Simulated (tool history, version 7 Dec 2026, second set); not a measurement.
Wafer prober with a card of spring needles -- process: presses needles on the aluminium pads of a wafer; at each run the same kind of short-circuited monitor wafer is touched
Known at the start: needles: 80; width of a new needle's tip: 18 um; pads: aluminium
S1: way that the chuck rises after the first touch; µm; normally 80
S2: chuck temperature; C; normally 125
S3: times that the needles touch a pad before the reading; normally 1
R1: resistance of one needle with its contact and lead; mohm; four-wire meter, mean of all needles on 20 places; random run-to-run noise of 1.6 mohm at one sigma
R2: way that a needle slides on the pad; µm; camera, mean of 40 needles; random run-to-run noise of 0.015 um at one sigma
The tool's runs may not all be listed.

run   hour  S1   S2  S3   R1     R2
  1      0  80  125   1  152  20.78
       7.4  -- tips cleaned on abrasive film
        16  -- height of the first contact set anew
      20.5  -- tips cleaned on abrasive film
  2   20.5  80  125   1  151  20.79
      33.9  -- tips cleaned on abrasive film
  3   41.5  80  125   1  153  20.79
      47.4  -- tips cleaned on abrasive film
      59.8  -- tips cleaned on abrasive film
  4   70.3  80  125   2  153   20.8
      73.2  -- tips cleaned on abrasive film
      86.5  -- tips cleaned on abrasive film
     100.7  -- tips cleaned on abrasive film
       114  -- tips cleaned on abrasive film
  5    114  80  125   2  151  20.78
     128.1  -- tips cleaned on abrasive film
  6  138.9  80  125   2  152  20.78
     141.8  -- tips cleaned on abrasive film
     155.3  -- tips cleaned on abrasive film
     168.5  -- tips cleaned on abrasive film
     181.1  -- tips cleaned on abrasive film
  7  181.1  80  125   2  152  20.79
     192.4  -- height of the first contact set anew
     195.4  -- tips cleaned on abrasive film
  8  199.3  80  125   2  153  20.79
     207.5  -- tips cleaned on abrasive film
     220.7  -- tips cleaned on abrasive film
     233.7  -- tips cleaned on abrasive film
  9  236.2  80  125   2  154  20.79
     246.7  -- tips cleaned on abrasive film
     260.9  -- tips cleaned on abrasive film
       274  -- tips cleaned on abrasive film
 10  280.5  80  125   2  154  20.79
     286.3  -- tips cleaned on abrasive film
     299.8  -- tips cleaned on abrasive film
 11  306.8  80  125   1  154  20.77
     312.6  -- tips cleaned on abrasive film
       326  -- tips cleaned on abrasive film
 12  334.1  80  125   1  152  20.76
     339.1  -- tips cleaned on abrasive film
       352  -- tips cleaned on abrasive film
     364.8  -- tips cleaned on abrasive film
     370.6  -- height of the first contact set anew
 13    373  80  125   1  154   20.8
     378.4  -- tips cleaned on abrasive film
     391.8  -- tips cleaned on abrasive film
     403.6  -- tips cleaned on abrasive film
 14    405  80  125   1  156  20.82
     417.2  -- tips cleaned on abrasive film
 15  427.5  72  125   1  159  18.71
       430  -- tips cleaned on abrasive film
     443.6  -- tips cleaned on abrasive film
     455.7  -- tips cleaned on abrasive film
 16  455.7  72  125   1  156  18.72
     467.2  -- tips cleaned on abrasive film
     479.9  -- tips cleaned on abrasive film
 17  484.7  72  125   1  157  18.69
     492.6  -- tips cleaned on abrasive film
     504.2  -- tips cleaned on abrasive film
     517.5  -- tips cleaned on abrasive film
 18  521.3  90  101   1  145  23.36
     529.3  -- tips cleaned on abrasive film
     543.3  -- tips cleaned on abrasive film
     546.4  -- height of the first contact set anew
       557  -- tips cleaned on abrasive film
 19  559.4  90  101   1  144   23.4
     570.1  -- tips cleaned on abrasive film
     582.6  -- tips cleaned on abrasive film
     596.1  -- tips cleaned on abrasive film
 20  596.1  95   66   3  141  24.67
     610.3  -- tips cleaned on abrasive film
 21  615.8  95   66   3  141  24.68
     623.5  -- tips cleaned on abrasive film
     637.6  -- tips cleaned on abrasive film
 22  644.6  95   66   3  137  24.67
     649.3  -- tips cleaned on abrasive film
     661.9  -- tips cleaned on abrasive film
     675.3  -- tips cleaned on abrasive film
 23  678.5  80   54   2  141  20.78
       689  -- tips cleaned on abrasive film
     701.6  -- tips cleaned on abrasive film
     714.7  -- tips cleaned on abrasive film
 24  720.2  80   54   2  142  20.79
     722.7  -- height of the first contact set anew
     728.5  -- tips cleaned on abrasive film
     741.2  -- tips cleaned on abrasive film
     754.4  -- tips cleaned on abrasive film
 25  760.6  80   54   2  141  20.81
     766.4  -- tips cleaned on abrasive film
     779.4  -- tips cleaned on abrasive film
     790.9  -- tips cleaned on abrasive film
 26  792.9  80   54   2  144   20.8
     805.1  -- tips cleaned on abrasive film
     817.7  -- tips cleaned on abrasive film
 27  820.9  88   94   2  143   22.9

Alternative continuations, all from the tool just after run 27; predict every row:
     830.6  -- tips cleaned on abrasive film
     843.1  -- tips cleaned on abrasive film
     855.8  -- tips cleaned on abrasive film
  A  857.3  80  125   2   ?   ?
     830.6  -- tips cleaned on abrasive film
     843.1  -- tips cleaned on abrasive film
     855.8  -- tips cleaned on abrasive film
  B  857.3  80  125   2   ?   ?
     830.6  -- tips cleaned on abrasive film
     843.1  -- tips cleaned on abrasive film
     855.8  -- tips cleaned on abrasive film
  C  857.3  88   38   2   ?   ?

run   R1     R2
  A  156  20.79
  B  152   20.8
  C  136  22.85
With the hidden condition removed and each run's random variation left untouched, the same runs would have given:
run   R1     R2
  A  155  20.79
  B  152   20.8
  C  136  22.85

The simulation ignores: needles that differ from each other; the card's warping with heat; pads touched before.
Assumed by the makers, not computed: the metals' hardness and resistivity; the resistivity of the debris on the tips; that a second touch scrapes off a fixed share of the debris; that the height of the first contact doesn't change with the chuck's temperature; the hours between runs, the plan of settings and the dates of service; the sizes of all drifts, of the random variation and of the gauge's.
